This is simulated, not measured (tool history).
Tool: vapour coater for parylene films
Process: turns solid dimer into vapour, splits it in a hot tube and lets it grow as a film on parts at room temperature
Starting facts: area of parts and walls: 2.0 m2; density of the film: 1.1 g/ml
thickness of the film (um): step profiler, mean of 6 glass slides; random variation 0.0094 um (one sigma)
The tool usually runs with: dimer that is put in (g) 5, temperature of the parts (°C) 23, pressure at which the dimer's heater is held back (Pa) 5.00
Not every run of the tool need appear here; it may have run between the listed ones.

| run | hour | dimer that is put in (g) | temperature of the parts (°C) | pressure at which the dimer's heater is held back (Pa) | thickness of the film (um) |
|---|---|---|---|---|---|
| 1 | 0.0 | 5 | 23 | 5.00 | 1.346 |
| 2 | 20.4 | 5 | 23 | 5.00 | 1.327 |
| 3 | 37.5 | 5 | 30 | 5.00 | 1.001 |
| 4 | 50.7 | 5 | 24 | 5.00 | 1.262 |
| 5 | 64.0 | 5 | 23 | 3.60 | 1.413 |
| 6 | 81.2 | 5 | 23 | 3.60 | 1.398 |
| 7 | 101.8 | 5 | 23 | 5.00 | 1.316 |
| 8 | 115.7 | 5 | 23 | 5.00 | 1.330 |
| 9 | 127.4 | 5 | 23 | 5.00 | 1.324 |
| 10 | 143.7 | 5 | 19 | 5.00 | 1.544 |
| 11 | 159.4 | 5 | 19 | 5.00 | 1.540 |
| 12 | 177.3 | 5 | 19 | 5.00 | 1.547 |
|  | 183.0 | trap's valve overhauled |
| 13 | 195.8 | 5 | 19 | 5.00 | 1.497 |
| 14 | 215.9 | 5 | 19 | 5.00 | 1.493 |
| 15 | 228.4 | 2 | 28 | 10.75 | 0.354 |
| 16 | 238.7 | 9 | 15 | 8.12 | 2.891 |
| 17 | 250.5 | 9 | 15 | 8.12 | 2.870 |
|  | 262.0 | trap's valve overhauled, once more |
| 18 | 278.7 | 2 | 18 | 8.12 | 0.611 |
| 19 | 302.2 | 5 | 23 | 2.16 | 1.580 |
| 20 | 312.9 | 2 | 21 | 8.21 | 0.541 |
| 21 | 329.1 | 2 | 21 | 2.43 | 0.682 |
| 22 | 348.5 | 2 | 21 | 2.43 | 0.679 |
| 23 | 360.9 | 2 | 23 | 2.96 | 0.601 |
| 24 | 375.8 | 3 | 23 | 5.00 | 0.827 |
| 25 | 398.8 | 2 | 23 | 2.37 | 0.630 |
| 26 | 417.8 | 3 | 23 | 10.81 | 0.720 |

Below are 5 alternative next runs, each starting from the tool's condition after run 26. Predict each:
| A | 440.1 | 8 | 23 | 5.00 | ? |
| B | 440.1 | 3 | 16 | 2.31 | ? |
| C | 440.1 | 3 | 32 | 10.81 | ? |
| D | 440.1 | 7 | 33 | 10.81 | ? |
| E | 440.1 | 3 | 33 | 2.35 | ? |

| run | thickness of the film (um) |
|---|---|
| A | 2.180 |
| B | 1.274 |
| C | 0.490 |
| D | 1.091 |
| E | 0.614 |
Had the tool no hidden state, the same runs would have come out as:
| run | thickness of the film (um) |
|---|---|
| A | 2.212 |
| B | 1.293 |
| C | 0.498 |
| D | 1.107 |
| E | 0.623 |

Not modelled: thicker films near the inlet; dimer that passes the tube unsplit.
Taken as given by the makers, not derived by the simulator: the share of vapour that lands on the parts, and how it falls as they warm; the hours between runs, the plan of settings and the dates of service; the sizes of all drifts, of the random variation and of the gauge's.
